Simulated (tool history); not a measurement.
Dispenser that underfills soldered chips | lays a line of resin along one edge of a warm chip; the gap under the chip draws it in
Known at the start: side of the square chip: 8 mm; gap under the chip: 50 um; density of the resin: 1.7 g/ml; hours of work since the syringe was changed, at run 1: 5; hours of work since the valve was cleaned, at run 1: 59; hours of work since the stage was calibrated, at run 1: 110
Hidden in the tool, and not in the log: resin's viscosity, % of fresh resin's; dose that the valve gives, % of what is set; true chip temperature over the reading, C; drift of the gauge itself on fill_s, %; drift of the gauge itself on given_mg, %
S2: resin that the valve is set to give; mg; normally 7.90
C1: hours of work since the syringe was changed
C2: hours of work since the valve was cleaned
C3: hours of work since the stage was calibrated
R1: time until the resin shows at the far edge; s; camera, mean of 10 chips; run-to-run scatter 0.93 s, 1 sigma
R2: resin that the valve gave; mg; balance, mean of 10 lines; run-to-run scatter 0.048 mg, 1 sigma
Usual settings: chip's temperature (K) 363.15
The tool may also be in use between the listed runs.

run 1 day=0.000 | chip's_temperature_(K)=363.15 S2=7.90 | C1=5 C2=59 C3=110 | R1=104.9 R2=7.58
-- day=0.175 new syringe of resin
run 2 day=0.212 | chip's_temperature_(K)=363.15 S2=7.90 | C1=1 C2=62 C3=113 | R1=91.2 R2=7.53
run 3 day=0.417 | chip's_temperature_(K)=363.15 S2=7.90 | C1=4 C2=65 C3=116 | R1=102.0 R2=7.52
run 4 day=0.612 | chip's_temperature_(K)=363.15 S2=7.90 | C1=7 C2=68 C3=119 | R1=110.9 R2=7.47
-- day=0.658 new syringe of resin
run 5 day=0.867 | chip's_temperature_(K)=363.15 S2=7.90 | C1=3 C2=72 C3=123 | R1=103.9 R2=7.41
run 6 day=1.083 | chip's_temperature_(K)=363.15 S2=7.90 | C1=6 C2=75 C3=126 | R1=113.6 R2=7.39
-- day=1.154 new syringe of resin
run 7 day=1.250 | chip's_temperature_(K)=363.15 S2=7.90 | C1=1 C2=77 C3=128 | R1=98.3 R2=7.32
run 8 day=1.442 | chip's_temperature_(K)=360.15 S2=7.90 | C1=4 C2=80 C3=131 | R1=125.6 R2=7.43
-- day=1.650 new syringe of resin
run 9 day=1.675 | chip's_temperature_(K)=360.15 S2=7.90 | C1=0 C2=83 C3=134 | R1=105.3 R2=7.43
run 10 day=1.842 | chip's_temperature_(K)=363.15 S2=7.90 | C1=3 C2=86 C3=137 | R1=100.6 R2=7.40
run 11 day=2.079 | chip's_temperature_(K)=363.15 S2=7.27 | C1=6 C2=90 C3=141 | R1=117.9 R2=6.80
-- day=2.129 new syringe of resin
run 12 day=2.246 | chip's_temperature_(K)=363.15 S2=7.27 | C1=2 C2=92 C3=143 | R1=101.7 R2=6.75
run 13 day=2.354 | chip's_temperature_(K)=363.15 S2=7.27 | C1=3 C2=94 C3=145 | R1=107.5 R2=6.75
run 14 day=2.567 | chip's_temperature_(K)=363.15 S2=7.90 | C1=7 C2=97 C3=148 | R1=116.6 R2=7.35
-- day=2.612 new syringe of resin
run 15 day=2.771 | chip's_temperature_(K)=350.15 S2=7.90 | C1=2 C2=100 C3=151 | R1=199.2 R2=7.37
run 16 day=2.879 | chip's_temperature_(K)=350.15 S2=7.90 | C1=4 C2=101 C3=152 | R1=208.5 R2=7.31
run 17 day=2.996 | chip's_temperature_(K)=373.15 S2=7.90 | C1=6 C2=103 C3=154 | R1=69.6 R2=7.31
-- day=3.100 new syringe of resin
run 18 day=3.225 | chip's_temperature_(K)=363.15 S2=7.90 | C1=2 C2=106 C3=157 | R1=96.5 R2=7.29
run 19 day=3.383 | chip's_temperature_(K)=363.15 S2=7.90 | C1=4 C2=109 C3=160 | R1=107.5 R2=7.24
-- day=3.596 new syringe of resin
run 20 day=3.625 | chip's_temperature_(K)=363.15 S2=7.90 | C1=0 C2=112 C3=163 | R1=92.9 R2=7.20
run 21 day=3.779 | chip's_temperature_(K)=363.15 S2=7.90 | C1=3 C2=115 C3=166 | R1=100.9 R2=7.27
run 22 day=3.888 | chip's_temperature_(K)=371.15 S2=8.84 | C1=4 C2=116 C3=167 | R1=71.6 R2=8.03
-- day=4.088 new syringe of resin
run 23 day=4.158 | chip's_temperature_(K)=371.15 S2=8.84 | C1=1 C2=120 C3=171 | R1=62.1 R2=8.08
run 24 day=4.400 | chip's_temperature_(K)=371.15 S2=6.87 | C1=5 C2=124 C3=175 | R1=75.9 R2=6.25
run 25 day=4.538 | chip's_temperature_(K)=376.15 S2=8.15 | C1=7 C2=126 C3=177 | R1=60.9 R2=7.52
-- day=4.575 new syringe of resin
run 26 day=4.779 | chip's_temperature_(K)=376.15 S2=8.15 | C1=3 C2=129 C3=180 | R1=56.0 R2=7.43
run 27 day=4.950 | chip's_temperature_(K)=373.15 S2=9.33 | C1=6 C2=132 C3=183 | R1=67.2 R2=8.40
-- day=5.058 new syringe of resin
run 28 day=5.204 | chip's_temperature_(K)=373.15 S2=7.37 | C1=2 C2=136 C3=187 | R1=65.1 R2=6.55
run 29 day=5.417 | chip's_temperature_(K)=373.15 S2=7.37 | C1=5 C2=139 C3=190 | R1=71.7 R2=6.62
-- day=5.538 new syringe of resin
run 30 day=5.646 | chip's_temperature_(K)=358.15 S2=7.90 | C1=2 C2=142 C3=193 | R1=131.0 R2=7.01
run 31 day=5.821 | chip's_temperature_(K)=364.15 S2=9.16 | C1=4 C2=145 C3=196 | R1=100.2 R2=8.19
run 32 day=5.958 | chip's_temperature_(K)=358.15 S2=6.70 | C1=6 C2=147 C3=198 | R1=160.2 R2=5.94
-- day=6.029 new syringe of resin
run 33 day=6.104 | chip's_temperature_(K)=358.15 S2=6.70 | C1=1 C2=149 C3=200 | R1=133.9 R2=5.95
-- day=6.212 dispensing valve cleaned and set on the balance
run 34 day=6.308 | chip's_temperature_(K)=358.15 S2=9.56 | C1=4 C2=1 C3=202 | R1=128.5 R2=9.54
run 35 day=6.458 | chip's_temperature_(K)=363.15 S2=8.53 | C1=6 C2=4 C3=204 | R1=109.4 R2=8.53

Each row is a separate what-if for the run after 35, all from the same tool condition, not one after another. Results?
-- day=6.554 new syringe of resin
run A day=6.604 | chip's_temperature_(K)=371.15 S2=8.53 | C1=1 C2=6 C3=207 | R1=? R2=?
-- day=6.554 new syringe of resin
run B day=6.604 | chip's_temperature_(K)=363.15 S2=10.10 | C1=1 C2=6 C3=207 | R1=? R2=?
-- day=6.554 new syringe of resin
run C day=6.604 | chip's_temperature_(K)=363.15 S2=7.48 | C1=1 C2=6 C3=207 | R1=? R2=?
-- day=6.554 new syringe of resin
run D day=6.604 | chip's_temperature_(K)=376.15 S2=9.38 | C1=1 C2=6 C3=207 | R1=? R2=?

run=A R1=62.6 R2=8.58
run=B R1=93.2 R2=10.11
run=C R1=95.4 R2=7.42
run=D R1=48.9 R2=9.31
Stripped of hidden state, with their random variation kept, the same runs would have yielded:
run=A R1=58.8 R2=8.61
run=B R1=87.4 R2=10.15
run=C R1=89.4 R2=7.45
run=D R1=46.0 R2=9.34
